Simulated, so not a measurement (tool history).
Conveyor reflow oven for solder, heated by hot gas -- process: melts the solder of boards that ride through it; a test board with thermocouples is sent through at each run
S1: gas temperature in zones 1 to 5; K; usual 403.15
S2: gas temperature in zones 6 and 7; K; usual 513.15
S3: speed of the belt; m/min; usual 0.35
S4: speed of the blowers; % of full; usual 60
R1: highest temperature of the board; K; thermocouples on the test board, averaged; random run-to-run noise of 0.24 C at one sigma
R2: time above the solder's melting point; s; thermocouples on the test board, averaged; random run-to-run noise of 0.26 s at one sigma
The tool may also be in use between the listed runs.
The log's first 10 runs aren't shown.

run    day      S1      S2     S3  S4      R1    R2
 11    3.9  403.15  513.15  0.348  60  491.75  75.3
 12    4.2  403.15  513.15  0.348  60  491.85  75.2
 13  4.712  403.15  513.15  0.348  60  492.15  75.8
 14   5.25  403.15  513.15  0.348  60  491.65  75.6
 15  5.567  403.15  513.15   0.35  60  491.55  74.5
 16  5.867  403.15  513.15   0.35  60  491.75  74.5
 17  6.233  403.15  511.15   0.35  60  490.05  72.6
      6.45  -- belt drive overhauled, speed set with a stopwatch
 18  6.842  392.15  513.15  0.285  60  497.05    95
 19  7.083  392.15  513.15  0.285  60  497.25    95
 20  7.517  392.15  513.15  0.285  60  496.65  94.9

What does the tool deliver on the next run?
 21  7.838  392.15  527.15  0.29  53   ?   ?

{"run 21": {"R1": 507.45, "R2": 102.9}}
The same run, on a tool lacking any hidden state, would have yielded R1 509.65 K, R2 104.3 s.
